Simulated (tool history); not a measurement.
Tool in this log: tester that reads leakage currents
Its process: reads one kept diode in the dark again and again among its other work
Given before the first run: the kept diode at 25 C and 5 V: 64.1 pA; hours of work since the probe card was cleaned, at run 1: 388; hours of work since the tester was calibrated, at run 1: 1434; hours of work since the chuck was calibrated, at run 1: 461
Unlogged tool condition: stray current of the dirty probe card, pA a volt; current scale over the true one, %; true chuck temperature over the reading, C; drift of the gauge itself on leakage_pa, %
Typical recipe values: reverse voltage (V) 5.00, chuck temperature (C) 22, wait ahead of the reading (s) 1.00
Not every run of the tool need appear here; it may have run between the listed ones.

run   hour  reverse voltage (V)  chuck temperature (C)  wait ahead of the reading (s)  hours of work since the probe card was cleaned  hours of work since the tester was calibrated  hours of work since the chuck was calibrated  current that the tester gives (pA)
  1    0.0                 5.00                     22                           1.00                                             388                                           1434                                           461                               43.16
  2   36.2                 5.00                     22                           1.00                                             407                                           1453                                           481                               42.69
  3   73.2                 5.00                     22                           1.00                                             427                                           1473                                           501                               42.96
      86.5  -- chuck's temperature calibrated
  4  118.0                17.32                     22                           1.00                                             450                                           1495                                            17                               94.89
  5  159.4                 5.00                     22                           0.38                                             472                                           1518                                            39                               51.81
  6  204.7                 5.00                     22                           0.38                                             496                                           1542                                            63                               51.44
  7  239.7                 5.00                     22                           0.38                                             515                                           1560                                            82                               50.74
  8  262.8                 5.00                     22                           0.38                                             527                                           1573                                            94                               51.13
  9  310.6                 5.00                     56                           1.00                                             552                                           1598                                           120                              782.80
 10  337.1                 5.00                     21                           1.00                                             567                                           1612                                           134                               45.09
 11  386.6                 1.30                     22                           1.00                                             593                                           1639                                           160                               25.38
 12  423.0                 1.30                     22                           1.00                                             612                                           1658                                           180                               25.17
 13  475.8                 5.00                     22                           0.72                                             641                                           1686                                           208                               48.35
 14  503.4                 5.00                     22                           1.00                                             655                                           1701                                           223                               47.95
 15  531.1                 5.00                     22                           1.00                                             670                                           1716                                           237                               47.82
 16  569.8                 5.00                     22                           1.13                                             691                                           1737                                           258                               47.55
 17  598.1                 5.00                     22                           0.53                                             706                                           1752                                           273                               47.74

Expected results for the next run?
 18  626.4                 5.00                     55                           0.69                                             721                                           1767                                           288                                   ?

current that the tester gives (pA): 688.47
The same run, on a tool lacking any hidden state, would have yielded current that the tester gives (pA) 753.71.

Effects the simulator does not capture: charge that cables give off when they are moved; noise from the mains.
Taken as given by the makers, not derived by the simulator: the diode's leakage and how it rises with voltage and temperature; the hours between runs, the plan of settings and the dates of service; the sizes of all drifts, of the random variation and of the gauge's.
